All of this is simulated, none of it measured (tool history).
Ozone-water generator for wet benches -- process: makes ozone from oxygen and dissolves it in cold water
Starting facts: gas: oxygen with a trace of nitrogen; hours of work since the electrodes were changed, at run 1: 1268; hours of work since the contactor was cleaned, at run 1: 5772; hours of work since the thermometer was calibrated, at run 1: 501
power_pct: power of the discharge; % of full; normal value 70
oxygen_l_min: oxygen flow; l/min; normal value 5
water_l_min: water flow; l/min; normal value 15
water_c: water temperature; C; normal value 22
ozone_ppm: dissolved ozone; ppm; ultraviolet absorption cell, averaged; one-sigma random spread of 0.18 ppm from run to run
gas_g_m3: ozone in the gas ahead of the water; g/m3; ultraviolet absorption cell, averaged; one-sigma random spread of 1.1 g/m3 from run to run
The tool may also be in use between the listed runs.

| run | day | power_pct | oxygen_l_min | water_l_min | water_c | hours of work since the electrodes were changed | hours of work since the contactor was cleaned | hours of work since the thermometer was calibrated | ozone_ppm | gas_g_m3 |
|---|---|---|---|---|---|---|---|---|---|---|
| 1 | 0 | 70 | 5 | 15 | 22 | 1268 | 5772 | 501 | 25.7 | 196.1 |
| 2 | 1.229 | 70 | 5 | 15 | 22 | 1294 | 5798 | 527 | 25.8 | 195.6 |
| 3 | 2.154 | 70 | 5 | 15 | 22 | 1314 | 5817 | 547 | 25.8 | 197.6 |
| 4 | 3.954 | 70 | 3.1 | 15 | 22 | 1352 | 5855 | 585 | 24.8 | 245.6 |
| 5 | 4.738 | 70 | 5 | 13 | 22 | 1368 | 5872 | 601 | 28.3 | 195.4 |
| 6 | 5.55 | 70 | 5 | 13 | 22 | 1385 | 5889 | 618 | 28.2 | 197.8 |
| 7 | 7.362 | 70 | 5 | 15 | 22 | 1424 | 5927 | 657 | 25.9 | 196.2 |
| 8 | 8.858 | 70 | 5 | 15 | 22 | 1455 | 5959 | 688 | 25.9 | 197.8 |
| 9 | 9.825 | 70 | 2.53 | 15 | 22 | 1476 | 5979 | 709 | 24.3 | 265.1 |
| 10 | 10.967 | 70 | 2.53 | 15 | 22 | 1500 | 6004 | 733 | 24 | 267.8 |
| 11 | 12.179 | 70 | 2.53 | 15 | 22 | 1526 | 6029 | 759 | 24.2 | 267.1 |
| 12 | 13.758 | 70 | 5 | 11 | 22 | 1559 | 6062 | 792 | 30.8 | 197.3 |
| 13 | 15.417 | 70 | 5 | 11 | 22 | 1594 | 6097 | 827 | 30.8 | 197.8 |
| 14 | 17.133 | 70 | 5 | 15 | 22 | 1630 | 6134 | 863 | 25.8 | 199.5 |
| 15 | 17.929 | 70 | 5 | 15 | 22 | 1647 | 6151 | 880 | 26 | 196.5 |
| 16 | 19.204 | 70 | 5 | 15 | 22 | 1674 | 6178 | 907 | 25.9 | 196 |
| 17 | 20.996 | 70 | 5 | 15 | 22 | 1712 | 6215 | 945 | 25.7 | 197.6 |
| 18 | 21.729 | 70 | 5 | 15 | 22 | 1727 | 6231 | 960 | 25.9 | 197.3 |
| 19 | 22.842 | 41 | 8.49 | 20 | 19 | 1751 | 6254 | 984 | 16.7 | 114.9 |
| 20 | 23.979 | 62 | 2.99 | 17 | 21 | 1775 | 6278 | 1008 | 21.3 | 234.3 |
| 21 | 24.979 | 98 | 4.13 | 14 | 20 | 1796 | 6300 | 1029 | 33.3 | 261.8 |
| 22 | 25.729 | 98 | 4.13 | 14 | 20 | 1812 | 6315 | 1045 | 33.5 | 264.8 |
| 23 | 26.533 | 70 | 5.13 | 11 | 24 | 1829 | 6332 | 1062 | 29.7 | 198 |
| 24 | 28.333 | 70 | 5.13 | 11 | 24 | 1867 | 6370 | 1100 | 29.5 | 195.5 |
| 25 | 29.983 | 86 | 5.13 | 11 | 18 | 1902 | 6405 | 1135 | 36.9 | 223.5 |
| 26 | 31.067 | 86 | 5.13 | 11 | 25 | 1925 | 6428 | 1158 | 32.6 | 222.3 |

Run 27 has not been measured yet. What should we expect?
| 27 | 32.217 | 86 | 5.13 | 11 | 25 | 1949 | 6452 | 1182 | ? | ? |

{"run 27": {"ozone_ppm": 32.6, "gas_g_m3": 222.8}}
On a tool with no hidden condition, and with the same random variation, this run would have come out at ozone_ppm 32.6 ppm, gas_g_m3 218.5 g/m3.
